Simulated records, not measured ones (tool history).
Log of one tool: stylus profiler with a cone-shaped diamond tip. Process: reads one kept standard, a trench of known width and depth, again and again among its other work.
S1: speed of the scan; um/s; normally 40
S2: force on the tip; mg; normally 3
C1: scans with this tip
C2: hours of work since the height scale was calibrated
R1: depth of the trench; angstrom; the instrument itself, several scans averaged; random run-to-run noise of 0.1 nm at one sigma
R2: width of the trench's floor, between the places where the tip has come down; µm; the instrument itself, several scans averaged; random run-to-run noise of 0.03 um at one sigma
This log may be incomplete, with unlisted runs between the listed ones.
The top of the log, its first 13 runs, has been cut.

run	hour	S1	S2	C1	C2	R1	R2
14	540.5	40	1.85	6706	939	1008.9	98.36
15	567.4	40	3	6801	953	1010.8	98.39
16	613.3	40	3	6961	975	1012.7	98.38
17	651.4	15	2.29	7095	994	1010.6	98.54
18	688.4	15	1.58	7225	1012	1006.7	98.55
19	723.9	15	1.58	7349	1030	1008.6	98.52
20	754.5	26	3.51	7457	1045	1013.2	98.46
21	807.2	57	3	7642	1070	1011.4	98.27
22	840.7	22	5.45	7759	1087	1020.6	98.54
23	887.2	21	1.55	7922	1110	1005.8	98.49
24	913.6	18	8.67	8015	1123	1029.5	98.57
25	954.9	18	8.67	8160	1143	1028.5	98.53
26	982.8	44	8.67	8258	1157	1026.9	98.42
27	1040.3	15	4.87	8460	1185	1016.7	98.48
28	1097.2	30	6.6	8659	1213	1021.2	98.45
29	1141.3	31	1.29	8814	1235	1005.1	98.33
30	1198.3	21	5.8	9014	1263	1020.1	98.51
31	1249.6	54	4.56	9193	1288	1014.2	98.36

5 ways to go on from here, each from the tool as it stands after run 31. What would each give?
A	1299.2	158	4.56	9368	1312	?	?
B	1299.2	23	3.47	9368	1312	?	?
C	1299.2	23	2.24	9368	1312	?	?
D	1299.2	72	3.29	9368	1312	?	?
E	1299.2	38	4.39	9368	1312	?	?

run	R1	R2
A	1015.5	97.9
B	1012.1	98.42
C	1009.5	98.46
D	1011.9	98.22
E	1014.7	98.43
With no hidden state in the tool, these same runs would have given:
run	R1	R2
A	1020.3	98.07
B	1016.8	98.59
C	1014.2	98.63
D	1016.7	98.39
E	1019.5	98.6

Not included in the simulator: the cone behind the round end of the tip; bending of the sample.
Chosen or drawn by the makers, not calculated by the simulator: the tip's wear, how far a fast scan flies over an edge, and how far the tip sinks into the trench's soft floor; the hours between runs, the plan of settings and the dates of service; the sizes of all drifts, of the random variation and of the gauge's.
